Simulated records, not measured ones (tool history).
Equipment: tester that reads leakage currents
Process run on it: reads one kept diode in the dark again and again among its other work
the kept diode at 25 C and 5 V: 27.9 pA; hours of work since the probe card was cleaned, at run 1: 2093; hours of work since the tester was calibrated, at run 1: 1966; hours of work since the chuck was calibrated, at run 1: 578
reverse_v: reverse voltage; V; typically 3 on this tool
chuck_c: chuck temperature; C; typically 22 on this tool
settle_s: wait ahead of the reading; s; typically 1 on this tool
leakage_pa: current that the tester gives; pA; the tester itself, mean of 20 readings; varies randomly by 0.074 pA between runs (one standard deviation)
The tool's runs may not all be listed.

| run | hour | reverse_v | chuck_c | settle_s | hours of work since the probe card was cleaned | hours of work since the tester was calibrated | hours of work since the chuck was calibrated | leakage_pa |
|---|---|---|---|---|---|---|---|---|
| 1 | 0 | 3 | 22 | 1 | 2093 | 1966 | 578 | 22.83 |
| 2 | 132.8 | 3 | 22 | 1 | 2172 | 2045 | 657 | 23.06 |
| 3 | 214.7 | 3 | 22 | 1 | 2221 | 2093 | 706 | 23 |
| 4 | 356.7 | 3 | 22 | 1 | 2305 | 2177 | 790 | 23.32 |
| 5 | 490.1 | 3 | 22 | 1 | 2384 | 2257 | 869 | 23.57 |
| 6 | 578.2 | 3 | 22 | 1.39 | 2436 | 2309 | 921 | 23.54 |
| 7 | 702.8 | 3 | 22 | 1.39 | 2510 | 2383 | 995 | 23.69 |
| 8 | 783.5 | 3 | 22 | 1.39 | 2558 | 2431 | 1043 | 23.67 |
| 9 | 868.8 | 3 | 22 | 1 | 2609 | 2481 | 1094 | 24.11 |
| 10 | 934.7 | 3 | 45 | 1 | 2648 | 2520 | 1133 | 106.58 |
| 11 | 1081.7 | 3 | 45 | 1 | 2735 | 2607 | 1220 | 106.04 |
| 12 | 1202.3 | 3 | 22 | 5.08 | 2807 | 2679 | 1292 | 24.1 |
| 13 | 1325.1 | 3 | 22 | 0.32 | 2880 | 2752 | 1364 | 25.66 |
| 14 | 1456.7 | 3 | 22 | 0.32 | 2958 | 2830 | 1443 | 25.85 |
|  | 1494.3 | probe card cleaned and baked |
| 15 | 1524.1 | 3 | 22 | 0.32 | 18 | 2868 | 1481 | 17.77 |
| 16 | 1632.9 | 3 | 22 | 0.32 | 82 | 2933 | 1545 | 17.98 |
| 17 | 1757.1 | 3 | 22 | 2.13 | 156 | 3006 | 1619 | 16.76 |
| 18 | 1877.5 | 3 | 22 | 0.87 | 227 | 3078 | 1690 | 17.13 |
|  | 1905.5 | tester calibrated |
| 19 | 1992.9 | 3 | 22 | 0.38 | 295 | 52 | 1758 | 18.77 |
| 20 | 2111.6 | 3 | 32 | 2.21 | 365 | 122 | 1828 | 38.61 |
| 21 | 2195.7 | 7.98 | 33 | 0.73 | 415 | 172 | 1878 | 66.95 |
| 22 | 2268.9 | 17.4 | 22 | 4.38 | 458 | 216 | 1921 | 43.52 |
| 23 | 2387.5 | 17.4 | 22 | 4.38 | 529 | 286 | 1992 | 44.97 |
| 24 | 2464.7 | 11.97 | 29 | 4.41 | 574 | 332 | 2038 | 60.36 |
| 25 | 2553.9 | 11.97 | 29 | 4.41 | 627 | 385 | 2090 | 61.14 |
| 26 | 2696.7 | 11.97 | 29 | 1.82 | 712 | 469 | 2175 | 62.31 |
|  | 2814.6 | chuck's temperature calibrated |
| 27 | 2845.7 | 11.97 | 29 | 1.82 | 799 | 557 | 18 | 66.34 |
| 28 | 2910.6 | 8.35 | 27 | 0.89 | 838 | 595 | 57 | 49.26 |
| 29 | 3035.5 | 8.35 | 27 | 0.89 | 912 | 669 | 131 | 49.68 |
| 30 | 3117.1 | 2.43 | 22 | 4.74 | 960 | 718 | 179 | 17.92 |
| 31 | 3179.8 | 2.69 | 33 | 9.47 | 997 | 755 | 217 | 42.64 |
| 32 | 3277.3 | 2.69 | 33 | 9.47 | 1055 | 813 | 274 | 42.55 |
| 33 | 3353.3 | 2.69 | 33 | 9.47 | 1100 | 858 | 320 | 42.52 |
| 34 | 3478.4 | 3.12 | 22 | 7.39 | 1175 | 932 | 394 | 20.85 |
| 35 | 3619.7 | 6.02 | 25 | 3.15 | 1258 | 1016 | 478 | 36.99 |
| 36 | 3737.8 | 6.02 | 25 | 3.15 | 1328 | 1086 | 548 | 37.48 |
| 37 | 3835.2 | 11.29 | 23 | 0.62 | 1386 | 1144 | 605 | 50.47 |

For each run, the measured value with the value that run would have given without the tool's hidden condition subtracted. The run-to-run variation is shared by both, the gauge scatter possibly not:
The hidden state here: stray current of the dirty probe card, pA a volt; current scale over the true one, %; true chuck temperature over the reading, C; drift of the gauge itself on leakage_pa, %.
| run | leakage_pa |
|---|---|
| 1 | +4.89 |
| 2 | +5.08 |
| 3 | +5.15 |
| 4 | +5.35 |
| 5 | +5.56 |
| 6 | +5.68 |
| 7 | +5.84 |
| 8 | +5.91 |
| 9 | +6.05 |
| 10 | +1.43 |
| 11 | +1.36 |
| 12 | +6.48 |
| 13 | +6.58 |
| 14 | +6.76 |
| 15 | -1.23 |
| 16 | -1.11 |
| 17 | -0.93 |
| 18 | -0.79 |
| 19 | -0.09 |
| 20 | -0.97 |
| 21 | -0.36 |
| 22 | +5.05 |
| 23 | +6.13 |
| 24 | +2.91 |
| 25 | +3.4 |
| 26 | +4.19 |
| 27 | +8.49 |
| 28 | +6.17 |
| 29 | +6.59 |
| 30 | +1.97 |
| 31 | +2.04 |
| 32 | +2.09 |
| 33 | +2.14 |
| 34 | +3.03 |
| 35 | +6.25 |
| 36 | +6.57 |
| 37 | +13.26 |

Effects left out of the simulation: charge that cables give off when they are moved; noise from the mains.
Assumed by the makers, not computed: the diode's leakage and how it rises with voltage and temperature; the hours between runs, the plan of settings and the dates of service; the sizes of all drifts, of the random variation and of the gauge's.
